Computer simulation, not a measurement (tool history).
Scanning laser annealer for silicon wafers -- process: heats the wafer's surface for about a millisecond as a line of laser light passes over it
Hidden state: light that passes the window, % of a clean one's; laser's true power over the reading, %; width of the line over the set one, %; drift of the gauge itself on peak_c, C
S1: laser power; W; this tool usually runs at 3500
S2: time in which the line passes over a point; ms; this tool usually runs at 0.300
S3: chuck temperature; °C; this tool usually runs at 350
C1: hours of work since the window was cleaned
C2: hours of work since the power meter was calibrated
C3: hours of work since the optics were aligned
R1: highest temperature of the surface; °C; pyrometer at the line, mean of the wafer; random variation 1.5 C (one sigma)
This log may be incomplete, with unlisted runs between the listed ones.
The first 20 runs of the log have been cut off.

{"run": 21, "hour": 255.4, "S1": 3500, "S2": 0.3, "S3": 350, "C1": 8, "C2": 357, "C3": 660, "R1": 1054}
{"run": 22, "hour": 271.9, "S1": 3500, "S2": 0.3, "S3": 350, "C1": 16, "C2": 365, "C3": 668, "R1": 1056}
{"run": 23, "hour": 281.7, "S1": 3500, "S2": 0.218, "S3": 359, "C1": 21, "C2": 369, "C3": 672, "R1": 949}
{"run": 24, "hour": 297.7, "S1": 3500, "S2": 0.297, "S3": 352, "C1": 28, "C2": 377, "C3": 680, "R1": 1049}
{"run": 25, "hour": 316.3, "S1": 3500, "S2": 0.279, "S3": 374, "C1": 37, "C2": 385, "C3": 688, "R1": 1046}
{"run": 26, "hour": 332.3, "S1": 3312, "S2": 0.279, "S3": 348, "C1": 44, "C2": 393, "C3": 696, "R1": 988}
{"run": 27, "hour": 348.6, "S1": 3735, "S2": 0.234, "S3": 348, "C1": 52, "C2": 400, "C3": 703, "R1": 998}
{"run": 28, "hour": 360.8, "S1": 3607, "S2": 0.247, "S3": 379, "C1": 57, "C2": 406, "C3": 709, "R1": 1029}
{"run": 29, "hour": 378.3, "S1": 3500, "S2": 0.229, "S3": 350, "C1": 65, "C2": 414, "C3": 717, "R1": 955}
{"run": 30, "hour": 394.7, "S1": 3100, "S2": 0.3, "S3": 324, "C1": 73, "C2": 422, "C3": 725, "R1": 947}
{"run": 31, "hour": 402.7, "S1": 3809, "S2": 0.266, "S3": 324, "C1": 77, "C2": 425, "C3": 728, "R1": 1037}
{"run": 32, "hour": 417.7, "S1": 3809, "S2": 0.266, "S3": 324, "C1": 84, "C2": 432, "C3": 735, "R1": 1037}
{"run": 33, "hour": 428.0, "S1": 3809, "S2": 0.266, "S3": 324, "C1": 88, "C2": 437, "C3": 740, "R1": 1040}
{"run": 34, "hour": 438.7, "S1": 3186, "S2": 0.266, "S3": 324, "C1": 93, "C2": 442, "C3": 745, "R1": 922}
{"run": 35, "hour": 456.3, "S1": 3186, "S2": 0.266, "S3": 324, "C1": 101, "C2": 450, "C3": 753, "R1": 923}
{"run": 36, "hour": 470.0, "S1": 3500, "S2": 0.223, "S3": 331, "C1": 108, "C2": 457, "C3": 760, "R1": 926}
{"run": 37, "hour": 485.5, "S1": 3363, "S2": 0.252, "S3": 357, "C1": 115, "C2": 464, "C3": 767, "R1": 970}
{"run": 38, "hour": 503.5, "S1": 3363, "S2": 0.252, "S3": 357, "C1": 123, "C2": 472, "C3": 775, "R1": 968}
{"run": 39, "hour": 520.4, "S1": 3630, "S2": 0.252, "S3": 357, "C1": 131, "C2": 480, "C3": 783, "R1": 1019}
{"run": 40, "hour": 530.8, "S1": 3630, "S2": 0.252, "S3": 357, "C1": 136, "C2": 485, "C3": 788, "R1": 1016}
{"run": 41, "hour": 545.2, "S1": 3326, "S2": 0.214, "S3": 325, "C1": 143, "C2": 491, "C3": 794, "R1": 879}

Below are 4 alternative next runs, each starting from the tool's condition after run 41. Predict each:
{"run": "A", "hour": 553.7, "S1": 3809, "S2": 0.34, "S3": 346, "C1": 146, "C2": 495, "C3": 798, "R1": "?"}
{"run": "B", "hour": 553.7, "S1": 3563, "S2": 0.3, "S3": 332, "C1": 146, "C2": 495, "C3": 798, "R1": "?"}
{"run": "C", "hour": 553.7, "S1": 3829, "S2": 0.258, "S3": 383, "C1": 146, "C2": 495, "C3": 798, "R1": "?"}
{"run": "D", "hour": 553.7, "S1": 3215, "S2": 0.372, "S3": 371, "C1": 146, "C2": 495, "C3": 798, "R1": "?"}

run=A R1=1166
run=B R1=1046
run=C R1=1088
run=D R1=1102
With no hidden state in the tool, these same runs would have given:
run=A R1=1168
run=B R1=1047
run=C R1=1089
run=D R1=1103
